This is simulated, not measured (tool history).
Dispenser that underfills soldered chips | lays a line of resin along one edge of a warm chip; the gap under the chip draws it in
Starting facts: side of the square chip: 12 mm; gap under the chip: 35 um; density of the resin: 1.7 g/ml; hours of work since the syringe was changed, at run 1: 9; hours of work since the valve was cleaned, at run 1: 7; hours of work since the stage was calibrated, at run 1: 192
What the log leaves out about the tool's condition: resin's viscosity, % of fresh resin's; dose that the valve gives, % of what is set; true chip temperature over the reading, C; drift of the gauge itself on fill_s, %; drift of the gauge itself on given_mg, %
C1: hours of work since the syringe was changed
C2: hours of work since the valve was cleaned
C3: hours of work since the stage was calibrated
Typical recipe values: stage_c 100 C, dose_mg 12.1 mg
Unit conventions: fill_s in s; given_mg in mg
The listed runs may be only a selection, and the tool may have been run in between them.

Run 1, hour 0.0: usual settings; C1 9; C2 7; C3 192. Result: fill_s 246.1 s, given_mg 12.07 mg.
At hour 1.7: new syringe of resin.
At hour 15.8: new syringe of resin.
Run 2, hour 15.8: usual settings; C1 0; C2 18; C3 203. Result: fill_s 135.9 s, given_mg 11.86 mg.
Run 3, hour 26.1: usual settings but stage_c 106 C; C1 8; C2 26; C3 211. Result: fill_s 192.0 s, given_mg 11.86 mg.
At hour 30.5: new syringe of resin.
Run 4, hour 33.9: usual settings but dose_mg 12.5 mg; C1 3; C2 32; C3 217. Result: fill_s 157.4 s, given_mg 12.21 mg.
Run 5, hour 43.1: usual settings; C1 10; C2 39; C3 224. Result: fill_s 250.8 s, given_mg 11.70 mg.
At hour 44.9: new syringe of resin.
Run 6, hour 55.6: usual settings; C1 8; C2 48; C3 233. Result: fill_s 228.3 s, given_mg 11.56 mg.
At hour 59.5: new syringe of resin.
Run 7, hour 70.5: usual settings; C1 8; C2 59; C3 244. Result: fill_s 228.7 s, given_mg 11.50 mg.
At hour 74.7: new syringe of resin.
Run 8, hour 79.3: usual settings; C1 4; C2 66; C3 251. Result: fill_s 174.8 s, given_mg 11.42 mg.
At hour 88.8: new syringe of resin.
Run 9, hour 94.5: usual settings; C1 4; C2 77; C3 262. Result: fill_s 180.5 s, given_mg 11.37 mg.
At hour 103.7: new syringe of resin.
Run 10, hour 105.7: usual settings; C1 2; C2 85; C3 270. Result: fill_s 154.2 s, given_mg 11.20 mg.
At hour 118.7: new syringe of resin.
Run 11, hour 120.7: usual settings; C1 2; C2 97; C3 281. Result: fill_s 150.0 s, given_mg 11.08 mg.
At hour 133.1: new syringe of resin.
Run 12, hour 136.9: usual settings; C1 3; C2 109; C3 294. Result: fill_s 168.0 s, given_mg 10.99 mg.
At hour 140.5: dispensing valve cleaned and set on the balance.
Run 13, hour 146.9: usual settings; C1 10; C2 5; C3 300. Result: fill_s 248.2 s, given_mg 12.07 mg.
At hour 148.3: new syringe of resin.
Run 14, hour 156.7: usual settings; C1 6; C2 12; C3 308. Result: fill_s 200.2 s, given_mg 12.10 mg.
At hour 162.8: new syringe of resin.
Run 15, hour 173.6: usual settings but stage_c 93 C; C1 8; C2 25; C3 320. Result: fill_s 275.7 s, given_mg 11.85 mg.
At hour 177.5: new syringe of resin.
Run 16, hour 190.2: usual settings but stage_c 93 C; C1 10; C2 37; C3 333. Result: fill_s 301.9 s, given_mg 11.73 mg.
At hour 192.1: new syringe of resin.
Run 17, hour 202.0: usual settings but stage_c 93 C; C1 7; C2 46; C3 341. Result: fill_s 266.7 s, given_mg 11.61 mg.
At hour 206.4: new syringe of resin.
Run 18, hour 214.5: usual settings but stage_c 93 C; C1 6; C2 55; C3 351. Result: fill_s 249.8 s, given_mg 11.44 mg.
At hour 220.9: new syringe of resin.
Run 19, hour 222.5: usual settings but stage_c 109 C, dose_mg 11.5 mg; C1 1; C2 61; C3 356. Result: fill_s 114.8 s, given_mg 11.13 mg.
Run 20, hour 230.9: usual settings but stage_c 90 C; C1 8; C2 67; C3 363. Result: fill_s 288.2 s, given_mg 11.35 mg.
At hour 235.2: new syringe of resin.
Run 21, hour 248.3: usual settings but stage_c 95 C, dose_mg 13.6 mg; C1 10; C2 80; C3 376. Result: fill_s 278.2 s, given_mg 12.61 mg.
At hour 249.9: new syringe of resin.
Run 22, hour 261.8: usual settings but stage_c 109 C, dose_mg 13.5 mg; C1 9; C2 90; C3 386. Result: fill_s 181.3 s, given_mg 12.50 mg.
At hour 264.3: new syringe of resin.
At hour 278.5: new syringe of resin.
Run 23, hour 278.5: usual settings but stage_c 109 C, dose_mg 13.5 mg; C1 0; C2 103; C3 398. Result: fill_s 100.3 s, given_mg 12.20 mg.
At hour 290.2: dispensing valve cleaned and set on the balance.
At hour 293.7: new syringe of resin.
Run 24, hour 294.9: usual settings but stage_c 109 C, dose_mg 13.5 mg; C1 1; C2 3; C3 410. Result: fill_s 104.3 s, given_mg 13.50 mg.
Run 25, hour 303.1: usual settings but stage_c 93 C, dose_mg 13.4 mg; C1 7; C2 10; C3 416. Result: fill_s 249.3 s, given_mg 13.29 mg.
At hour 308.6: new syringe of resin.
Run 26, hour 316.2: usual settings but stage_c 109 C, dose_mg 11.6 mg; C1 6; C2 19; C3 426. Result: fill_s 150.6 s, given_mg 11.35 mg.
At hour 323.1: new syringe of resin.
Run 27, hour 326.5: usual settings but stage_c 87 C, dose_mg 11.6 mg; C1 3; C2 27; C3 433. Result: fill_s 228.8 s, given_mg 11.37 mg.
At hour 337.1: new syringe of resin.
Run 28, hour 338.6: usual settings but stage_c 87 C, dose_mg 11.6 mg; C1 1; C2 36; C3 442. Result: fill_s 206.1 s, given_mg 11.26 mg.
At hour 352.4: new syringe of resin.
Run 29, hour 352.7: usual settings but stage_c 87 C, dose_mg 11.6 mg; C1 0; C2 46; C3 453. Result: fill_s 192.1 s, given_mg 11.16 mg.
Run 30, hour 362.5: usual settings but stage_c 103 C, dose_mg 11.6 mg; C1 8; C2 54; C3 460. Result: fill_s 194.7 s, given_mg 11.08 mg.
At hour 366.7: new syringe of resin.
Run 31, hour 370.0: usual settings but stage_c 92 C, dose_mg 12.5 mg; C1 2; C2 59; C3 465. Result: fill_s 189.7 s, given_mg 11.93 mg.
At hour 380.8: new syringe of resin.
Run 32, hour 380.8: usual settings but dose_mg 10.5 mg; C1 0; C2 67; C3 473. Result: fill_s 137.2 s, given_mg 9.95 mg.
Run 33, hour 388.7: usual settings but stage_c 111 C, dose_mg 14.8 mg; C1 6; C2 73; C3 480. Result: fill_s 139.7 s, given_mg 13.87 mg.
At hour 395.0: new syringe of resin.
Run 34, hour 400.8: usual settings but stage_c 89 C, dose_mg 11.7 mg; C1 4; C2 82; C3 488. Result: fill_s 239.5 s, given_mg 11.01 mg.

Take each entry between the runs: how does the hidden state at the last listed run before it differ from the hidden state at the first listed run after it?
After run 1, before run 2: new syringe of resin (hour 1.7); new syringe of resin (hour 15.8)
  resin's viscosity, % of fresh resin's: 181.7 -> 100; dose that the valve gives, % of what is set: 99.36 -> 98.39; true chip temperature over the reading, C: 1.26 -> 1.35
  what was measured, less what the result would be without the hidden state, fill_s: +105.9 -> -4.8 s; given_mg: -0.07 -> -0.20 mg
After run 3, before run 4: new syringe of resin (hour 30.5)
  resin's viscosity, % of fresh resin's: 165.1 -> 117; dose that the valve gives, % of what is set: 97.8 -> 97.35; true chip temperature over the reading, C: 1.41 -> 1.45
  what was measured, less what the result would be without the hidden state, fill_s: +71.6 -> +17.9 s; given_mg: -0.27 -> -0.33 mg
After run 5, before run 6: new syringe of resin (hour 44.9)
  resin's viscosity, % of fresh resin's: 183 -> 166.4; dose that the valve gives, % of what is set: 96.82 -> 96.08; true chip temperature over the reading, C: 1.5 -> 1.57
  what was measured, less what the result would be without the hidden state, fill_s: +109.0 -> +86.0 s; given_mg: -0.39 -> -0.48 mg
After run 6, before run 7: new syringe of resin (hour 59.5)
  resin's viscosity, % of fresh resin's: 166.4 -> 167.8; dose that the valve gives, % of what is set: 96.08 -> 95.13; true chip temperature over the reading, C: 1.57 -> 1.65
  what was measured, less what the result would be without the hidden state, fill_s: +86.0 -> +87.7 s; given_mg: -0.48 -> -0.59 mg
After run 7, before run 8: new syringe of resin (hour 74.7)
  resin's viscosity, % of fresh resin's: 167.8 -> 125.4; dose that the valve gives, % of what is set: 95.13 -> 94.65; true chip temperature over the reading, C: 1.65 -> 1.7
  what was measured, less what the result would be without the hidden state, fill_s: +87.7 -> +30.4 s; given_mg: -0.59 -> -0.65 mg
After run 8, before run 9: new syringe of resin (hour 88.8)
  resin's viscosity, % of fresh resin's: 125.4 -> 130.6; dose that the valve gives, % of what is set: 94.65 -> 93.62; true chip temperature over the reading, C: 1.7 -> 1.79
  what was measured, less what the result would be without the hidden state, fill_s: +30.4 -> +37.3 s; given_mg: -0.65 -> -0.77 mg
After run 9, before run 10: new syringe of resin (hour 103.7)
  resin's viscosity, % of fresh resin's: 130.6 -> 110.8; dose that the valve gives, % of what is set: 93.62 -> 92.91; true chip temperature over the reading, C: 1.79 -> 1.86
  what was measured, less what the result would be without the hidden state, fill_s: +37.3 -> +10.1 s; given_mg: -0.77 -> -0.86 mg
After run 10, before run 11: new syringe of resin (hour 118.7)
  resin's viscosity, % of fresh resin's: 110.8 -> 109.4; dose that the valve gives, % of what is set: 92.91 -> 92.05; true chip temperature over the reading, C: 1.86 -> 1.93
  what was measured, less what the result would be without the hidden state, fill_s: +10.1 -> +8.1 s; given_mg: -0.86 -> -0.96 mg
After run 11, before run 12: new syringe of resin (hour 133.1)
  resin's viscosity, % of fresh resin's: 109.4 -> 120.4; dose that the valve gives, % of what is set: 92.05 -> 91.09; true chip temperature over the reading, C: 1.93 -> 2.02
  what was measured, less what the result would be without the hidden state, fill_s: +8.1 -> +23.7 s; given_mg: -0.96 -> -1.08 mg
After run 12, before run 13: dispensing valve cleaned and set on the balance (hour 140.5)
  resin's viscosity, % of fresh resin's: 120.4 -> 186.5; dose that the valve gives, % of what is set: 91.09 -> 99.47; true chip temperature over the reading, C: 2.02 -> 2.07
  what was measured, less what the result would be without the hidden state, fill_s: +23.7 -> +107.0 s; given_mg: -1.08 -> -0.07 mg
After run 13, before run 14: new syringe of resin (hour 148.3)
  resin's viscosity, % of fresh resin's: 186.5 -> 149.9; dose that the valve gives, % of what is set: 99.47 -> 98.85; true chip temperature over the reading, C: 2.07 -> 2.13
  what was measured, less what the result would be without the hidden state, fill_s: +107.0 -> +58.7 s; given_mg: -0.07 -> -0.14 mg
After run 14, before run 15: new syringe of resin (hour 162.8)
  resin's viscosity, % of fresh resin's: 149.9 -> 168.1; dose that the valve gives, % of what is set: 98.85 -> 97.91; true chip temperature over the reading, C: 2.13 -> 2.23
  what was measured, less what the result would be without the hidden state, fill_s: +58.7 -> +101.5 s; given_mg: -0.14 -> -0.25 mg
After run 15, before run 16: new syringe of resin (hour 177.5)
  resin's viscosity, % of fresh resin's: 168.1 -> 186.3; dose that the valve gives, % of what is set: 97.91 -> 96.85; true chip temperature over the reading, C: 2.23 -> 2.32
  what was measured, less what the result would be without the hidden state, fill_s: +101.5 -> +129.3 s; given_mg: -0.25 -> -0.38 mg
After run 16, before run 17: new syringe of resin (hour 192.1)
  resin's viscosity, % of fresh resin's: 186.3 -> 162.8; dose that the valve gives, % of what is set: 96.85 -> 96.13; true chip temperature over the reading, C: 2.32 -> 2.38
  what was measured, less what the result would be without the hidden state, fill_s: +129.3 -> +92.5 s; given_mg: -0.38 -> -0.46 mg
After run 17, before run 18: new syringe of resin (hour 206.4)
  resin's viscosity, % of fresh resin's: 162.8 -> 150.8; dose that the valve gives, % of what is set: 96.13 -> 95.39; true chip temperature over the reading, C: 2.38 -> 2.45
  what was measured, less what the result would be without the hidden state, fill_s: +92.5 -> +73.6 s; given_mg: -0.46 -> -0.56 mg
After run 18, before run 19: new syringe of resin (hour 220.9)
  resin's viscosity, % of fresh resin's: 150.8 -> 108.3; dose that the valve gives, % of what is set: 95.39 -> 94.89; true chip temperature over the reading, C: 2.45 -> 2.49
  what was measured, less what the result would be without the hidden state, fill_s: +73.6 -> +3.1 s; given_mg: -0.56 -> -0.59 mg
After run 20, before run 21: new syringe of resin (hour 235.2)
  resin's viscosity, % of fresh resin's: 163.2 -> 187.4; dose that the valve gives, % of what is set: 94.35 -> 93.33; true chip temperature over the reading, C: 2.54 -> 2.64
  what was measured, less what the result would be without the hidden state, fill_s: +100.2 -> +119.6 s; given_mg: -0.68 -> -0.91 mg
After run 21, before run 22: new syringe of resin (hour 249.9)
  resin's viscosity, % of fresh resin's: 187.4 -> 178.8; dose that the valve gives, % of what is set: 93.33 -> 92.5; true chip temperature over the reading, C: 2.64 -> 2.71
  what was measured, less what the result would be without the hidden state, fill_s: +119.6 -> +73.6 s; given_mg: -0.91 -> -1.01 mg
After run 22, before run 23: new syringe of resin (hour 264.3); new syringe of resin (hour 278.5)
  resin's viscosity, % of fresh resin's: 178.8 -> 99.1; dose that the valve gives, % of what is set: 92.5 -> 91.55; true chip temperature over the reading, C: 2.71 -> 2.8
  what was measured, less what the result would be without the hidden state, fill_s: +73.6 -> -7.4 s; given_mg: -1.01 -> -1.14 mg
After run 23, before run 24: dispensing valve cleaned and set on the balance (hour 290.2); new syringe of resin (hour 293.7)
  resin's viscosity, % of fresh resin's: 99.1 -> 106.3; dose that the valve gives, % of what is set: 91.55 -> 99.8; true chip temperature over the reading, C: 2.8 -> 2.89
  what was measured, less what the result would be without the hidden state, fill_s: -7.4 -> -1.8 s; given_mg: -1.14 -> -0.02 mg
After run 25, before run 26: new syringe of resin (hour 308.6)
  resin's viscosity, % of fresh resin's: 158.7 -> 146.6; dose that the valve gives, % of what is set: 99.32 -> 98.51; true chip temperature over the reading, C: 2.94 -> 3.01
  what was measured, less what the result would be without the hidden state, fill_s: +78.2 -> +39.5 s; given_mg: -0.09 -> -0.17 mg
After run 26, before run 27: new syringe of resin (hour 323.1)
  resin's viscosity, % of fresh resin's: 146.6 -> 118.7; dose that the valve gives, % of what is set: 98.51 -> 97.86; true chip temperature over the reading, C: 3.01 -> 3.07
  what was measured, less what the result would be without the hidden state, fill_s: +39.5 -> +18.3 s; given_mg: -0.17 -> -0.25 mg
After run 27, before run 28: new syringe of resin (hour 337.1)
  resin's viscosity, % of fresh resin's: 118.7 -> 107.1; dose that the valve gives, % of what is set: 97.86 -> 97.15; true chip temperature over the reading, C: 3.07 -> 3.14
  what was measured, less what the result would be without the hidden state, fill_s: +18.3 -> -4.0 s; given_mg: -0.25 -> -0.33 mg
After run 28, before run 29: new syringe of resin (hour 352.4)
  resin's viscosity, % of fresh resin's: 107.1 -> 99.2; dose that the valve gives, % of what is set: 97.15 -> 96.25; true chip temperature over the reading, C: 3.14 -> 3.21
  what was measured, less what the result would be without the hidden state, fill_s: -4.0 -> -19.3 s; given_mg: -0.33 -> -0.44 mg
After run 30, before run 31: new syringe of resin (hour 366.7)
  resin's viscosity, % of fresh resin's: 160.2 -> 116.9; dose that the valve gives, % of what is set: 95.62 -> 95.2; true chip temperature over the reading, C: 3.27 -> 3.31
  what was measured, less what the result would be without the hidden state, fill_s: +63.2 -> +12.5 s; given_mg: -0.51 -> -0.60 mg
After run 31, before run 32: new syringe of resin (hour 380.8)
  resin's viscosity, % of fresh resin's: 116.9 -> 100.7; dose that the valve gives, % of what is set: 95.2 -> 94.47; true chip temperature over the reading, C: 3.31 -> 3.37
  what was measured, less what the result would be without the hidden state, fill_s: +12.5 -> -9.4 s; given_mg: -0.60 -> -0.58 mg
After run 33, before run 34: new syringe of resin (hour 395.0)
  resin's viscosity, % of fresh resin's: 148.2 -> 131.2; dose that the valve gives, % of what is set: 93.96 -> 93.18; true chip temperature over the reading, C: 3.42 -> 3.49
  what was measured, less what the result would be without the hidden state, fill_s: +37.0 -> +40.8 s; given_mg: -0.90 -> -0.80 mg
